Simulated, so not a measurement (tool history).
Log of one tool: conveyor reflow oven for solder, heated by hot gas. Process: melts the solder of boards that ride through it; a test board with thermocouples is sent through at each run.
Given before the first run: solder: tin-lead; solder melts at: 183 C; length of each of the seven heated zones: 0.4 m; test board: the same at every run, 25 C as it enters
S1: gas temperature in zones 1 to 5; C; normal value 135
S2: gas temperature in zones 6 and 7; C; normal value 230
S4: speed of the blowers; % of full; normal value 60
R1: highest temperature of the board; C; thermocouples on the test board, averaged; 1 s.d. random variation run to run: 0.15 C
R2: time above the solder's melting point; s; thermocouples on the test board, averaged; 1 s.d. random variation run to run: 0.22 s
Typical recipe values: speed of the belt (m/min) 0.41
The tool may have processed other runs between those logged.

run 1 hour=0 | S1=135 S2=230 speed_of_the_belt_(m/min)=0.41 S4=60 | R1=215 R2=84
run 2 hour=49.4 | S1=135 S2=230 speed_of_the_belt_(m/min)=0.41 S4=60 | R1=214.9 R2=84
run 3 hour=119.4 | S1=135 S2=230 speed_of_the_belt_(m/min)=0.41 S4=60 | R1=214.9 R2=83.7
run 4 hour=197.8 | S1=135 S2=230 speed_of_the_belt_(m/min)=0.41 S4=60 | R1=215.3 R2=83.9
run 5 hour=267 | S1=135 S2=230 speed_of_the_belt_(m/min)=0.41 S4=60 | R1=215 R2=84.3
-- hour=277.8 belt drive overhauled, speed set with a stopwatch
run 6 hour=359 | S1=135 S2=230 speed_of_the_belt_(m/min)=0.41 S4=60 | R1=214.9 R2=83.9
-- hour=399.1 thermocouples of zones 6 and 7 changed
run 7 hour=405.1 | S1=122 S2=230 speed_of_the_belt_(m/min)=0.41 S4=60 | R1=212.7 R2=74.8
-- hour=417.7 flux residue cleaned out of gas plates and filters
run 8 hour=453.8 | S1=135 S2=230 speed_of_the_belt_(m/min)=0.41 S4=60 | R1=214.8 R2=84.1
run 9 hour=523.7 | S1=135 S2=230 speed_of_the_belt_(m/min)=0.41 S4=53 | R1=212.3 R2=79.9
run 10 hour=595.8 | S1=135 S2=230 speed_of_the_belt_(m/min)=0.41 S4=60 | R1=214.8 R2=83.9
run 11 hour=662.9 | S1=135 S2=230 speed_of_the_belt_(m/min)=0.41 S4=60 | R1=214.7 R2=83.9
run 12 hour=735.6 | S1=135 S2=230 speed_of_the_belt_(m/min)=0.405 S4=60 | R1=215.2 R2=85.4
run 13 hour=813.8 | S1=135 S2=230 speed_of_the_belt_(m/min)=0.405 S4=60 | R1=215.3 R2=85.3
-- hour=886.4 flux residue cleaned out of gas plates and filters
run 14 hour=905.4 | S1=135 S2=230 speed_of_the_belt_(m/min)=0.405 S4=60 | R1=214.9 R2=85.8
run 15 hour=970.1 | S1=135 S2=230 speed_of_the_belt_(m/min)=0.405 S4=60 | R1=215.4 R2=85.7
run 16 hour=1028.9 | S1=128 S2=230 speed_of_the_belt_(m/min)=0.485 S4=60 | R1=208.1 R2=57.5
run 17 hour=1077.1 | S1=140 S2=230 speed_of_the_belt_(m/min)=0.41 S4=60 | R1=215.6 R2=87.6
run 18 hour=1136.7 | S1=121 S2=223 speed_of_the_belt_(m/min)=0.456 S4=60 | R1=202.6 R2=51.4
run 19 hour=1228.6 | S1=121 S2=223 speed_of_the_belt_(m/min)=0.456 S4=60 | R1=202.6 R2=51.1
run 20 hour=1303.7 | S1=147 S2=226 speed_of_the_belt_(m/min)=0.41 S4=68 | R1=214.9 R2=92
-- hour=1347.2 flux residue cleaned out of gas plates and filters
run 21 hour=1396.1 | S1=147 S2=226 speed_of_the_belt_(m/min)=0.41 S4=68 | R1=215.2 R2=92.6
run 22 hour=1488.2 | S1=132 S2=241 speed_of_the_belt_(m/min)=0.408 S4=83 | R1=230.3 R2=100.1
run 23 hour=1578.5 | S1=134 S2=238 speed_of_the_belt_(m/min)=0.487 S4=60 | R1=215.7 R2=69.2
run 24 hour=1657 | S1=134 S2=238 speed_of_the_belt_(m/min)=0.487 S4=60 | R1=215.5 R2=69.2
run 25 hour=1709.3 | S1=135 S2=230 speed_of_the_belt_(m/min)=0.423 S4=60 | R1=213.8 R2=79.4
run 26 hour=1794.7 | S1=135 S2=230 speed_of_the_belt_(m/min)=0.423 S4=60 | R1=213.8 R2=80.1
-- hour=1814.5 flux residue cleaned out of gas plates and filters
-- hour=1840.8 thermocouples of zones 6 and 7 changed
run 27 hour=1851 | S1=134 S2=230 speed_of_the_belt_(m/min)=0.476 S4=89 | R1=217.4 R2=75.2
run 28 hour=1943.4 | S1=128 S2=230 speed_of_the_belt_(m/min)=0.464 S4=79 | R1=214.9 R2=71.7
run 29 hour=2035.8 | S1=138 S2=242 speed_of_the_belt_(m/min)=0.444 S4=82 | R1=229.1 R2=92.6

4 ways to go on from here, each from the tool as it stands after run 29. What would each give?
run A hour=2090.3 | S1=135 S2=230 speed_of_the_belt_(m/min)=0.385 S4=60 | R1=? R2=?
run B hour=2090.3 | S1=144 S2=242 speed_of_the_belt_(m/min)=0.458 S4=82 | R1=? R2=?
run C hour=2090.3 | S1=142 S2=242 speed_of_the_belt_(m/min)=0.37 S4=58 | R1=? R2=?
run D hour=2090.3 | S1=138 S2=240 speed_of_the_belt_(m/min)=0.393 S4=82 | R1=? R2=?

run=A R1=216.6 R2=92.5
run=B R1=229.3 R2=92.7
run=C R1=229.2 R2=113.4
run=D R1=230.6 R2=106.7
Without the tool's unlogged condition, the same runs would have read:
run=A R1=216.6 R2=92.5
run=B R1=229.3 R2=92.7
run=C R1=229.2 R2=113.3
run=D R1=230.6 R2=106.6
